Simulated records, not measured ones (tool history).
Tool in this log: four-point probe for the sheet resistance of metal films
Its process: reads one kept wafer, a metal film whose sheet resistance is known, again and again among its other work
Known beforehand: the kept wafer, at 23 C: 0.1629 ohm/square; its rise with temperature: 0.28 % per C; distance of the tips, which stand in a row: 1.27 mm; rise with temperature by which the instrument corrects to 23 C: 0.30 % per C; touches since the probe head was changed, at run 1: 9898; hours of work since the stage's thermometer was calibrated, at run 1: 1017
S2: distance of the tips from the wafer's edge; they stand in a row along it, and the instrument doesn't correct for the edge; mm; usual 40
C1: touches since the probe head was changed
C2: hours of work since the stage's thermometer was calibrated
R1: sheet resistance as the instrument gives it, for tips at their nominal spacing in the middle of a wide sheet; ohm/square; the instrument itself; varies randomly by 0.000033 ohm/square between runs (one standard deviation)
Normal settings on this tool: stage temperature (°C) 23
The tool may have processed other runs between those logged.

{"run": 1, "hour": 0.0, "stage temperature (°C)": 23, "S2": 40, "C1": 9898, "C2": 1017, "R1": 0.162569}
{"run": 2, "hour": 21.8, "stage temperature (°C)": 23, "S2": 40, "C1": 10533, "C2": 1027, "R1": 0.162578}
{"run": 3, "hour": 34.1, "stage temperature (°C)": 23, "S2": 40, "C1": 10893, "C2": 1033, "R1": 0.162608}
{"run": 4, "hour": 59.1, "stage temperature (°C)": 23, "S2": 40, "C1": 11623, "C2": 1044, "R1": 0.162562}
{"run": 5, "hour": 84.4, "stage temperature (°C)": 23, "S2": 40, "C1": 12363, "C2": 1055, "R1": 0.162623}
{"run": 6, "hour": 98.2, "stage temperature (°C)": 23, "S2": 40, "C1": 12765, "C2": 1062, "R1": 0.162589}
{"run": 7, "hour": 116.1, "stage temperature (°C)": 23, "S2": 40, "C1": 13287, "C2": 1070, "R1": 0.162599}
{"run": 8, "hour": 137.6, "stage temperature (°C)": 25, "S2": 40, "C1": 13918, "C2": 1080, "R1": 0.162525}
{"run": 9, "hour": 159.0, "stage temperature (°C)": 25, "S2": 40, "C1": 14541, "C2": 1089, "R1": 0.162613}
{"run": 10, "hour": 178.3, "stage temperature (°C)": 23, "S2": 22, "C1": 15104, "C2": 1098, "R1": 0.162827}
{"run": 11, "hour": 200.7, "stage temperature (°C)": 19, "S2": 9, "C1": 15760, "C2": 1108, "R1": 0.164435}
{"run": 12, "hour": 226.9, "stage temperature (°C)": 19, "S2": 9, "C1": 16526, "C2": 1120, "R1": 0.164417}
{"run": 13, "hour": 253.5, "stage temperature (°C)": 23, "S2": 4, "C1": 17301, "C2": 1132, "R1": 0.170888}
{"run": 14, "hour": 264.9, "stage temperature (°C)": 25, "S2": 59, "C1": 17633, "C2": 1137, "R1": 0.162541}
{"run": 15, "hour": 281.6, "stage temperature (°C)": 21, "S2": 27, "C1": 18122, "C2": 1145, "R1": 0.162842}
{"run": 16, "hour": 308.4, "stage temperature (°C)": 21, "S2": 27, "C1": 18906, "C2": 1157, "R1": 0.162856}
{"run": 17, "hour": 331.7, "stage temperature (°C)": 23, "S2": 7, "C1": 19586, "C2": 1167, "R1": 0.165387}
{"run": 18, "hour": 344.2, "stage temperature (°C)": 23, "S2": 7, "C1": 19951, "C2": 1173, "R1": 0.165387}
{"run": 19, "hour": 369.3, "stage temperature (°C)": 33, "S2": 4, "C1": 20684, "C2": 1184, "R1": 0.170632}
{"run": 20, "hour": 391.4, "stage temperature (°C)": 33, "S2": 4, "C1": 21329, "C2": 1194, "R1": 0.170597}

3 ways to go on from here, each from the tool as it stands after run 20. What would each give?
{"run": "A", "hour": 407.6, "stage temperature (°C)": 33, "S2": 3, "C1": 21801, "C2": 1202, "R1": "?"}
{"run": "B", "hour": 407.6, "stage temperature (°C)": 20, "S2": 53, "C1": 21801, "C2": 1202, "R1": "?"}
{"run": "C", "hour": 407.6, "stage temperature (°C)": 19, "S2": 6, "C1": 21801, "C2": 1202, "R1": "?"}

run=A R1=0.1764
run=B R1=0.162777
run=C R1=0.166596
With no hidden state in the tool, these same runs would have given:
run=A R1=0.176722
run=B R1=0.163078
run=C R1=0.166905
